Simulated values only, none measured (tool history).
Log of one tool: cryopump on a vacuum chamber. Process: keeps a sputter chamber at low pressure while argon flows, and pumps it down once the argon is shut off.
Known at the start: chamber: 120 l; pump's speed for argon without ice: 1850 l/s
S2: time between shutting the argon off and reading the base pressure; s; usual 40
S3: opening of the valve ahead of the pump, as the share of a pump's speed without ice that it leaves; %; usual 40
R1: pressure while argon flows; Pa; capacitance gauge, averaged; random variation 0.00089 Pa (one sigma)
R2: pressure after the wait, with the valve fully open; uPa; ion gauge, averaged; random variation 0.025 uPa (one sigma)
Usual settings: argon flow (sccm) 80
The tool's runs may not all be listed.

{"run": 1, "day": 0.0, "argon flow (sccm)": 80, "S2": 40, "S3": 40, "R1": 0.1988, "R2": 1.09}
{"run": 2, "day": 3.888, "argon flow (sccm)": 80, "S2": 40, "S3": 40, "R1": 0.2033, "R2": 1.01}
{"run": 3, "day": 6.967, "argon flow (sccm)": 80, "S2": 40, "S3": 40, "R1": 0.2048, "R2": 1.07}
{"run": 4, "day": 11.35, "argon flow (sccm)": 80, "S2": 40, "S3": 40, "R1": 0.2077, "R2": 1.1}
{"run": 5, "day": 14.988, "argon flow (sccm)": 80, "S2": 40, "S3": 40, "R1": 0.2102, "R2": 1.11}
{"run": 6, "day": 19.608, "argon flow (sccm)": 80, "S2": 40, "S3": 40, "R1": 0.2148, "R2": 1.14}
{"day": 20.267, "done": "pump warmed up, emptied and cooled again"}
{"run": 7, "day": 24.221, "argon flow (sccm)": 80, "S2": 47, "S3": 40, "R1": 0.1867, "R2": 0.93}
{"run": 8, "day": 26.55, "argon flow (sccm)": 80, "S2": 47, "S3": 40, "R1": 0.1883, "R2": 0.95}
{"run": 9, "day": 31.508, "argon flow (sccm)": 80, "S2": 25, "S3": 40, "R1": 0.19, "R2": 1.52}
{"run": 10, "day": 34.771, "argon flow (sccm)": 80, "S2": 213, "S3": 40, "R1": 0.1912, "R2": 0.47}
{"run": 11, "day": 37.604, "argon flow (sccm)": 80, "S2": 60, "S3": 40, "R1": 0.1928, "R2": 0.77}
{"run": 12, "day": 42.317, "argon flow (sccm)": 80, "S2": 60, "S3": 40, "R1": 0.1962, "R2": 0.87}
{"run": 13, "day": 46.412, "argon flow (sccm)": 81, "S2": 49, "S3": 16, "R1": 0.479, "R2": 0.98}

Forecast run 14:
{"run": 14, "day": 50.275, "argon flow (sccm)": 47, "S2": 40, "S3": 19, "R1": "?", "R2": "?"}

R1: 0.2375 Pa
R2: 1.10 uPa
Without the tool's hidden state the same run would have given R1 0.2274 Pa, R2 0.90 uPa.
